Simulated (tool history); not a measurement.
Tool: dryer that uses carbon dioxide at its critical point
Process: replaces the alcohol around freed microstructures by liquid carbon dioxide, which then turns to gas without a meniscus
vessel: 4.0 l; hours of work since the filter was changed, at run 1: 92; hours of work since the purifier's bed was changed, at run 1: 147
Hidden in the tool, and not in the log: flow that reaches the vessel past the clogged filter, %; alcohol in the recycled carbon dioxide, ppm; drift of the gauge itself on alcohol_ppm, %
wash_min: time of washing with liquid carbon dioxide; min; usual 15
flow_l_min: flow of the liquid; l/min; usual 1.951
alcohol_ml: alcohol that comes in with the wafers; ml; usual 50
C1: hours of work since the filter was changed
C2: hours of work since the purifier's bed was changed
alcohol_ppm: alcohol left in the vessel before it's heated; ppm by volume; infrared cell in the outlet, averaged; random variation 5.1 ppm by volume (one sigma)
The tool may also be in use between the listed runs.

run 1 hour=0.0 | wash_min=15 flow_l_min=1.951 alcohol_ml=50 | C1=92 C2=147 | alcohol_ppm=113
run 2 hour=5.9 | wash_min=15 flow_l_min=1.951 alcohol_ml=50 | C1=94 C2=149 | alcohol_ppm=116
run 3 hour=12.4 | wash_min=15 flow_l_min=1.951 alcohol_ml=50 | C1=97 C2=152 | alcohol_ppm=114
run 4 hour=17.7 | wash_min=15 flow_l_min=1.951 alcohol_ml=50 | C1=99 C2=154 | alcohol_ppm=122
run 5 hour=23.0 | wash_min=15 flow_l_min=1.951 alcohol_ml=50 | C1=101 C2=156 | alcohol_ppm=119
run 6 hour=27.8 | wash_min=15 flow_l_min=1.951 alcohol_ml=50 | C1=103 C2=158 | alcohol_ppm=124
run 7 hour=34.7 | wash_min=15 flow_l_min=1.951 alcohol_ml=50 | C1=106 C2=161 | alcohol_ppm=118
run 8 hour=44.7 | wash_min=15 flow_l_min=1.951 alcohol_ml=50 | C1=110 C2=165 | alcohol_ppm=124
run 9 hour=52.9 | wash_min=15 flow_l_min=1.951 alcohol_ml=50 | C1=114 C2=169 | alcohol_ppm=127
run 10 hour=58.6 | wash_min=15 flow_l_min=1.951 alcohol_ml=50 | C1=116 C2=171 | alcohol_ppm=123
run 11 hour=66.7 | wash_min=15 flow_l_min=1.951 alcohol_ml=50 | C1=119 C2=174 | alcohol_ppm=125
run 12 hour=72.2 | wash_min=9 flow_l_min=1.951 alcohol_ml=50 | C1=122 C2=177 | alcohol_ppm=630
run 13 hour=78.1 | wash_min=9 flow_l_min=1.951 alcohol_ml=50 | C1=124 C2=179 | alcohol_ppm=643
run 14 hour=86.5 | wash_min=9 flow_l_min=2.450 alcohol_ml=50 | C1=127 C2=183 | alcohol_ppm=317
run 15 hour=95.9 | wash_min=9 flow_l_min=2.450 alcohol_ml=49 | C1=131 C2=186 | alcohol_ppm=311
run 16 hour=104.6 | wash_min=20 flow_l_min=2.070 alcohol_ml=66 | C1=135 C2=190 | alcohol_ppm=60
run 17 hour=110.0 | wash_min=24 flow_l_min=2.100 alcohol_ml=36 | C1=137 C2=192 | alcohol_ppm=43
run 18 hour=115.4 | wash_min=24 flow_l_min=2.100 alcohol_ml=36 | C1=139 C2=194 | alcohol_ppm=47
run 19 hour=125.3 | wash_min=15 flow_l_min=1.300 alcohol_ml=22 | C1=143 C2=199 | alcohol_ppm=246
run 20 hour=130.1 | wash_min=9 flow_l_min=1.340 alcohol_ml=116 | C1=145 C2=201 | alcohol_ppm=3761
run 21 hour=139.1 | wash_min=9 flow_l_min=1.340 alcohol_ml=50 | C1=149 C2=204 | alcohol_ppm=1701
run 22 hour=148.3 | wash_min=11 flow_l_min=1.560 alcohol_ml=21 | C1=153 C2=208 | alcohol_ppm=338
run 23 hour=153.9 | wash_min=15 flow_l_min=1.350 alcohol_ml=50 | C1=155 C2=210 | alcohol_ppm=454
run 24 hour=159.6 | wash_min=15 flow_l_min=1.350 alcohol_ml=50 | C1=158 C2=213 | alcohol_ppm=454

Measured less the same run without the tool's hidden state. The same run-to-run variation is in both; the gauge's scatter may not be:
run=1 alcohol_ppm=+40
run=2 alcohol_ppm=+42
run=3 alcohol_ppm=+43
run=4 alcohol_ppm=+43
run=5 alcohol_ppm=+44
run=6 alcohol_ppm=+44
run=7 alcohol_ppm=+45
run=8 alcohol_ppm=+46
run=9 alcohol_ppm=+47
run=10 alcohol_ppm=+48
run=11 alcohol_ppm=+49
run=12 alcohol_ppm=+82
run=13 alcohol_ppm=+84
run=14 alcohol_ppm=+67
run=15 alcohol_ppm=+67
run=16 alcohol_ppm=+45
run=17 alcohol_ppm=+43
run=18 alcohol_ppm=+44
run=19 alcohol_ppm=+63
run=20 alcohol_ppm=+264
run=21 alcohol_ppm=+147
run=22 alcohol_ppm=+72
run=23 alcohol_ppm=+89
run=24 alcohol_ppm=+91

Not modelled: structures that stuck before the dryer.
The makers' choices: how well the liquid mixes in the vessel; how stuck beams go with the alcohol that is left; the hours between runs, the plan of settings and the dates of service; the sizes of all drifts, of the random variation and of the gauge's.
